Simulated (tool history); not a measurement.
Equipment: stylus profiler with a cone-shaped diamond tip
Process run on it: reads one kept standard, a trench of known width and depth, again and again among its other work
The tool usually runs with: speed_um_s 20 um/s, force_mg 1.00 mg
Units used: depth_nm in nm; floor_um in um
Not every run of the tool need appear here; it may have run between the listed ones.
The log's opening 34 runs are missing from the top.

run	hour	speed_um_s	force_mg	scans with this tip	hours of work since the height scale was calibrated	depth_nm	floor_um
35	479.6	20	1.35	2903	474	1008.50	95.86
36	497.7	8	0.43	2956	483	1003.99	95.86
37	517.2	8	1.92	3013	492	1010.46	95.98
38	534.2	51	2.69	3063	501	1013.55	95.77
39	544.0	60	2.92	3091	505	1013.95	95.76
40	557.5	8	1.39	3131	512	1008.68	95.93
41	567.7	8	1.39	3161	517	1008.47	95.95
42	586.0	8	1.39	3214	525	1008.63	95.94
43	603.6	77	1.86	3266	534	1010.50	95.56
44	618.6	6	1.02	3309	541	1007.01	95.96
45	633.0	6	1.02	3352	548	1006.75	95.93
46	645.1	31	1.37	3387	554	1008.53	95.81
47	664.2	40	0.35	3443	563	1003.27	95.51

Branching from run 47: 3 alternative next runs. What would each branch give?
A	683.0	21	0.69	3498	572	?	?
B	683.0	48	2.65	3498	572	?	?
C	683.0	6	0.45	3498	572	?	?

run	depth_nm	floor_um
A	1005.35	95.82
B	1013.42	95.76
C	1004.14	95.94
With no hidden state in the tool, these same runs would have given:
run	depth_nm	floor_um
A	1005.37	95.83
B	1013.44	95.76
C	1004.17	95.94

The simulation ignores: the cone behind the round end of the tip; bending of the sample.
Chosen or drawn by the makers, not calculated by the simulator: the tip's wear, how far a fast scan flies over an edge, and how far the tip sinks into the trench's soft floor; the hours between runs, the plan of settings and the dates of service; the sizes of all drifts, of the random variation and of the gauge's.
